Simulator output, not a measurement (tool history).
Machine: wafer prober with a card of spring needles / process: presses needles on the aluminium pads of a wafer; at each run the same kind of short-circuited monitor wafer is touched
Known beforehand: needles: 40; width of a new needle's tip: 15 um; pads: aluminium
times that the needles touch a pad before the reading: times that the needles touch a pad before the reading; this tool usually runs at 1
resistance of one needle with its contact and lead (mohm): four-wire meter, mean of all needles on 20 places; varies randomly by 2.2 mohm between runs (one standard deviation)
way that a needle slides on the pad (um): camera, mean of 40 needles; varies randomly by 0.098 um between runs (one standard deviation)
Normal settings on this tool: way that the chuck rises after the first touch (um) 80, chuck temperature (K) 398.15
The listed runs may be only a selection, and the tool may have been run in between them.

run	hour	way that the chuck rises after the first touch (um)	chuck temperature (K)	times that the needles touch a pad before the reading	resistance of one needle with its contact and lead (mohm)	way that a needle slides on the pad (um)
1	0	80	398.15	1	253	20.99
# hour 1.3: tips cleaned on abrasive film
# hour 3.7: tips cleaned on abrasive film
# hour 6.7: tips cleaned on abrasive film
# hour 9.7: tips cleaned on abrasive film
2	11.5	69	398.15	1	255	18.3
# hour 12.2: tips cleaned on abrasive film
# hour 15.2: tips cleaned on abrasive film
# hour 18: tips cleaned on abrasive film
3	18	69	398.15	1	254	18.29
# hour 20.4: tips cleaned on abrasive film
# hour 23.4: tips cleaned on abrasive film
4	24.5	69	398.15	1	256	18.55
# hour 26.2: tips cleaned on abrasive film
# hour 29.3: tips cleaned on abrasive film
# hour 32.1: tips cleaned on abrasive film
5	32.2	69	398.15	1	254	18.29
# hour 34.6: tips cleaned on abrasive film
# hour 37.1: tips cleaned on abrasive film
# hour 40: tips cleaned on abrasive film
6	42	69	398.15	1	249	18.41
# hour 42.7: tips cleaned on abrasive film
# hour 45.6: tips cleaned on abrasive film
# hour 48.7: tips cleaned on abrasive film
# hour 51.6: tips cleaned on abrasive film
7	52.2	69	398.15	1	257	18.34
# hour 54.6: tips cleaned on abrasive film
# hour 57.5: tips cleaned on abrasive film
# hour 60: tips cleaned on abrasive film
# hour 63: tips cleaned on abrasive film
8	64.3	89	398.15	1	250	23.71
# hour 65.6: tips cleaned on abrasive film
# hour 68.6: tips cleaned on abrasive film
# hour 71.6: tips cleaned on abrasive film
9	72.9	89	398.15	1	253	23.77
# hour 74.2: tips cleaned on abrasive film
# hour 77.2: tips cleaned on abrasive film
# hour 79.6: tips cleaned on abrasive film
# hour 81.1: height of the first contact set anew
# hour 82.9: tips cleaned on abrasive film
10	83.9	89	398.15	1	248	23.7
# hour 85.8: tips cleaned on abrasive film
# hour 88.7: tips cleaned on abrasive film
# hour 91.7: tips cleaned on abrasive film
# hour 94.2: tips cleaned on abrasive film
11	95.1	89	397.15	1	249	23.67
# hour 97: tips cleaned on abrasive film
# hour 100: tips cleaned on abrasive film
# hour 103: tips cleaned on abrasive film
# hour 106: tips cleaned on abrasive film
12	106.2	80	398.15	2	253	21.32
# hour 108.6: tips cleaned on abrasive film
# hour 111.5: tips cleaned on abrasive film
# hour 114.6: tips cleaned on abrasive film
13	115.9	80	398.15	2	247	21.44
# hour 117.1: tips cleaned on abrasive film
# hour 119.5: tips cleaned on abrasive film
# hour 122.5: tips cleaned on abrasive film
14	123.5	80	398.15	2	248	21.42
# hour 125.3: tips cleaned on abrasive film
# hour 127.7: tips cleaned on abrasive film
15	129.2	80	367.15	2	242	21.46
# hour 130.4: tips cleaned on abrasive film
# hour 133.4: tips cleaned on abrasive film
# hour 136.5: tips cleaned on abrasive film
16	137.6	80	367.15	2	247	21.54
# hour 139.4: tips cleaned on abrasive film
# hour 141.8: tips cleaned on abrasive film
# hour 144.8: tips cleaned on abrasive film
# hour 147.8: tips cleaned on abrasive film
17	148.4	80	315.15	2	229	21.4
# hour 150.3: tips cleaned on abrasive film
# hour 153.3: tips cleaned on abrasive film
# hour 156.3: tips cleaned on abrasive film
# hour 158.7: tips cleaned on abrasive film
18	159.2	80	315.15	2	229	21.39
# hour 161.6: tips cleaned on abrasive film
# hour 164.6: tips cleaned on abrasive film
19	166.5	76	302.15	1	228	20.41
# hour 167.2: tips cleaned on abrasive film
# hour 169.6: tips cleaned on abrasive film
# hour 172.6: tips cleaned on abrasive film
# hour 175.2: tips cleaned on abrasive film
20	175.2	76	302.15	1	228	20.5
# hour 178.2: tips cleaned on abrasive film
# hour 181.2: tips cleaned on abrasive film
21	182.6	76	302.15	1	228	20.39
# hour 183.9: tips cleaned on abrasive film
# hour 186.9: tips cleaned on abrasive film
# hour 189.8: tips cleaned on abrasive film
22	190.1	80	398.15	2	253	21.52
# hour 192.6: tips cleaned on abrasive film
# hour 195.6: tips cleaned on abrasive film
# hour 198.6: tips cleaned on abrasive film
23	200.4	80	398.15	2	256	21.56
# hour 201.1: tips cleaned on abrasive film
# hour 204.1: tips cleaned on abrasive film
# hour 207.1: tips cleaned on abrasive film
# hour 210.1: tips cleaned on abrasive film
24	210.3	80	398.15	2	251	21.67
# hour 212.7: tips cleaned on abrasive film
# hour 215.7: tips cleaned on abrasive film
# hour 218.7: tips cleaned on abrasive film
25	220	80	398.15	2	252	21.69
# hour 221.3: tips cleaned on abrasive film
# hour 223.7: tips cleaned on abrasive film
# hour 226.7: tips cleaned on abrasive film
# hour 229.4: tips cleaned on abrasive film
26	229.4	62	310.15	1	232	16.75
# hour 232.4: tips cleaned on abrasive film
# hour 234.9: tips cleaned on abrasive film
27	236.6	95	310.15	3	222	25.63
# hour 237.8: tips cleaned on abrasive film
# hour 240.3: tips cleaned on abrasive film
# hour 243.3: tips cleaned on abrasive film
# hour 246.3: tips cleaned on abrasive film
28	248.6	82	393.15	2	247	22.08

Consider 3 possible next runs. They are alternatives, not a sequence: every one starts from the tool as it was left by run 28. What does each give?
# hour 249.3: tips cleaned on abrasive film
# hour 252.3: tips cleaned on abrasive film
# hour 255.3: tips cleaned on abrasive film
# hour 258.3: tips cleaned on abrasive film
# hour 260.7: tips cleaned on abrasive film
A	261	81	330.15	2	?	?
# hour 249.3: tips cleaned on abrasive film
# hour 252.3: tips cleaned on abrasive film
# hour 255.3: tips cleaned on abrasive film
# hour 258.3: tips cleaned on abrasive film
# hour 260.7: tips cleaned on abrasive film
B	261	80	323.15	2	?	?
# hour 249.3: tips cleaned on abrasive film
# hour 252.3: tips cleaned on abrasive film
# hour 255.3: tips cleaned on abrasive film
# hour 258.3: tips cleaned on abrasive film
# hour 260.7: tips cleaned on abrasive film
C	261	82	336.15	2	?	?

run	resistance of one needle with its contact and lead (mohm)	way that a needle slides on the pad (um)
A	232	21.92
B	231	21.5
C	232	22.22
What these runs would have given with no unlogged condition in the tool:
run	resistance of one needle with its contact and lead (mohm)	way that a needle slides on the pad (um)
A	232	21.42
B	231	21.01
C	232	21.71

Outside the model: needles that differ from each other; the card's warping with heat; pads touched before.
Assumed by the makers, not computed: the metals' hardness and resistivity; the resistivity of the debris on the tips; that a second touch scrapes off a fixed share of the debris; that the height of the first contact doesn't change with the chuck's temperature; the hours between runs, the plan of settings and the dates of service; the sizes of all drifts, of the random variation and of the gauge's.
